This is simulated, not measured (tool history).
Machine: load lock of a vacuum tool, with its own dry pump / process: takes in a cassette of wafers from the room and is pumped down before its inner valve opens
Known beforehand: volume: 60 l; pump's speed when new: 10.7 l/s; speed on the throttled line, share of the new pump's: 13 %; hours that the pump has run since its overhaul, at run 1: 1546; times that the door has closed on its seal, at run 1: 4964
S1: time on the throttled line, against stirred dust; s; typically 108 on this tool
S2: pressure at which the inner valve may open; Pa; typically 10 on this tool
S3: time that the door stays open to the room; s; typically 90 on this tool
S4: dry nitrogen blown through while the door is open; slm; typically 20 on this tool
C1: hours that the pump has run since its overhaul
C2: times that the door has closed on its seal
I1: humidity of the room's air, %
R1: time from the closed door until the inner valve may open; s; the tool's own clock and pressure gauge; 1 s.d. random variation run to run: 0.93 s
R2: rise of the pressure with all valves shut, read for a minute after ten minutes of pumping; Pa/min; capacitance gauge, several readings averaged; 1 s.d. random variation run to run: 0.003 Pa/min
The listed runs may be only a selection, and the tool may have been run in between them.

run,hour,S1,S2,S3,S4,C1,C2,I1,R1,R2
1,0,108,10,90,20,1546,4964,43.2,145.5,0.036
2,105,108,13,90,20,1651,5377,44.6,147.6,0.044
3,241.1,108,13,90,20,1787,5912,45.6,144.8,0.031
4,318.1,108,19,90,20,1864,6214,44.2,142.7,0.04
5,448.1,108,19,90,20,1994,6725,46.8,142.8,0.043
6,541.9,108,19,90,20,2088,7094,46.5,144.6,0.046
7,634.3,108,19,90,20,2180,7457,42.2,142,0.047
8,787.5,108,10,90,20,2334,8059,43.5,147.7,0.046
9,870.8,108,10,90,20,2417,8386,43.8,148.5,0.053
10,1012.4,108,10,90,20,2558,8943,43.7,147.5,0.051
11,1152.6,108,10,90,20,2699,9494,45.9,146.3,0.055
12,1315.5,108,10,38,20,2862,10134,44.3,147.8,0.057
13,1385.5,108,10,38,20,2932,10409,42,148.1,0.056
14,1503.8,108,12,90,20,3050,10874,44.5,147.6,0.064
15,1575.5,108,12,90,20,3122,11156,45.7,144.9,0.064
16,1728.2,108,12,90,20,3274,11756,43.4,147.6,0.073
17,1866.2,108,12,90,20,3412,12298,45.1,147,0.072
18,1947.7,108,12,90,20,3494,12618,45.6,145,0.077
19,2081.6,108,12,90,20,3628,13145,44,147,0.076
20,2182.9,77,7,90,35,3729,13543,46.5,121.5,0.079
21,2278.3,77,7,90,35,3824,13918,48.7,123.5,0.077
22,2404.1,154,10,71,5,3950,14412,47.6,188.7,0.095
23,2538.1,67,10,90,27,4084,14939,42.8,112.8,0.085
24,2645.7,151,10,90,20,4192,15362,41.9,185.5,0.097
25,2804.9,151,7,146,20,4351,15987,46.5,187.6,0.1
26,2959.6,151,7,146,20,4506,16595,42.1,185.8,0.102
27,3103,108,10,162,30,4649,17159,44.5,149.4,0.103
28,3229.4,108,10,162,30,4776,17655,43.2,149.9,0.112
29,3300.8,108,13,48,21,4847,17936,45.9,144.9,0.108
30,3406.1,108,10,40,11,4952,18350,42.7,148.1,0.113
31,3512.8,108,10,40,11,5059,18769,42,146.3,0.113
32,3671.3,171,10,37,12,5217,19392,45.1,204.7,0.119
33,3789.9,171,10,37,12,5336,19858,44,202.7,0.126
34,3872,68,13,37,12,5418,20181,44.7,112.2,0.131
35,3967.1,68,13,37,12,5513,20554,45.1,110.8,0.129
36,4059.9,124,13,37,44,5606,20919,44.1,159.8,0.129

Selected run-to-run steps in R1, each split into two signed amounts: the part the tool would show with no hidden state at all (from settings, incoming material and random variation), and the remainder, which goes to the hidden state together with any gauge scatter not common to the measured and the hidden-state-free results:
What the log doesn't record here: pump's speed, % of a new pump's; leak at the door's seal, Pa l/s; drift of the gauge itself on ready_s, %; drift of the gauge itself on rise_pa_min, %.
Run 21 -> 22: S1 77 -> 154, S2 7 -> 10, S3 90 -> 71, S4 35 -> 5. R1 +65.2 s: hidden state -0.4, all else +65.6.
Run 22 -> 23: S1 154 -> 67, S3 71 -> 90, S4 5 -> 27. R1 -75.9 s: hidden state +0.4, all else -76.3.
Run 23 -> 24: S1 67 -> 151, S4 27 -> 20. R1 +72.7 s: hidden state -0.4, all else +73.1.
Run 31 -> 32: S1 108 -> 171, S3 40 -> 37, S4 11 -> 12. R1 +58.4 s: hidden state -0.5, all else +58.9.
Run 33 -> 34: S1 171 -> 68, S2 10 -> 13. R1 -90.5 s: hidden state +0.7, all else -91.2.
